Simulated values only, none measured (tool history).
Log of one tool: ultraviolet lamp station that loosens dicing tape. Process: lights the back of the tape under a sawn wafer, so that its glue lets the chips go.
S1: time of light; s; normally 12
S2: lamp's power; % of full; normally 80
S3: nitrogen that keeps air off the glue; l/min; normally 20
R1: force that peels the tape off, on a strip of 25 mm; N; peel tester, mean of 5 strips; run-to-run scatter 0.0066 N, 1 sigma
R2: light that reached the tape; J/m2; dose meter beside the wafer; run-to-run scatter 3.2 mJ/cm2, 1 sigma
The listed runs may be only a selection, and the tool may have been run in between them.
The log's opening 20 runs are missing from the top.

run    hour  S1  S2  S3     R1    R2
 21   666.1  12  80  20  0.471  3620
 22   702.1  12  99  10  0.485  4310
 23   731.1  12  67   9  1.018  2930
 24     765  12  78  20  0.515  3310
 25   797.9  12  78  20  0.541  3330
 26   818.8   8  62  20  1.427  1780
 27   844.5  11  92  12  0.659  3500
 28   890.5  11  92  12  0.668  3400
 29   911.4  12  88  14  0.604  3540
 30   930.7   9  75  11  1.322  2270
 31   965.5  16  80  20  0.338  4230
 32  1001.2   8  98  37  0.679  2540
 33  1039.4   8  85  32  0.929  2190
 34  1059.5   8  67  32  1.189  1660
 35  1106.5  12  61  13  1.233  2280
 36    1148  14  61  13  0.999  2630
 37  1187.9  14  61  13  1.016  2580
 38  1211.3  12  84   7  1.126  3000
 39  1248.9  12  84   7   1.13  2930
 40  1292.6   6  90  19  1.599  1550
 41  1338.8  12  80  25  0.693  2710
       1365  -- lamp changed
     1372.7  -- window cleaned of glue's vapour
 42  1376.2  12  80  25  0.193  5030

What if the next run were any one of these 5? Each begins from the tool's condition after run 42:
  A  1396.9  15  80  25   ?   ?
  B  1396.9  18  80  20   ?   ?
  C  1396.9  13  78  27   ?   ?
  D  1396.9  12  64  36   ?   ?
  E  1396.9  15  79  16   ?   ?

run     R1    R2
  A   0.13  6270
  B  0.111  7490
  C  0.164  5240
  D  0.253  3980
  E  0.163  6200
With no hidden state in the tool, these same runs would have given:
run     R1    R2
  A  0.125  6420
  B  0.107  7680
  C  0.156  5370
  D  0.239  4080
  E  0.155  6350
